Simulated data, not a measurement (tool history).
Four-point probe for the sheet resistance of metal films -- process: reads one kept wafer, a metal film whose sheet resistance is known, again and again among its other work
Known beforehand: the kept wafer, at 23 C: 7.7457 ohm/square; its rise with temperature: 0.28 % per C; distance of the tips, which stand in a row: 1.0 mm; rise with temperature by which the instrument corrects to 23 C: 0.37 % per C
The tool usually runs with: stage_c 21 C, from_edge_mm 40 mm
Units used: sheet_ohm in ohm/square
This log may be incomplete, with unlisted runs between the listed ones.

run	day	stage_c	from_edge_mm	sheet_ohm
1	0.000	21	40	7.856805
2	2.958	21	40	7.859165
3	6.625	21	40	7.863062
4	9.554	21	7	7.948696
# day 11.738: new probe head fitted
5	13.733	21	40	7.758652
6	17.029	21	40	7.760616
7	19.908	25	42	7.733621

The next listed run, before its measurement:
8	22.896	27	12	?

sheet_ohm: 7.748091 ohm/square
With the hidden condition absent and the run-to-run variation left alone, this run would have shown sheet_ohm 7.747210 ohm/square.

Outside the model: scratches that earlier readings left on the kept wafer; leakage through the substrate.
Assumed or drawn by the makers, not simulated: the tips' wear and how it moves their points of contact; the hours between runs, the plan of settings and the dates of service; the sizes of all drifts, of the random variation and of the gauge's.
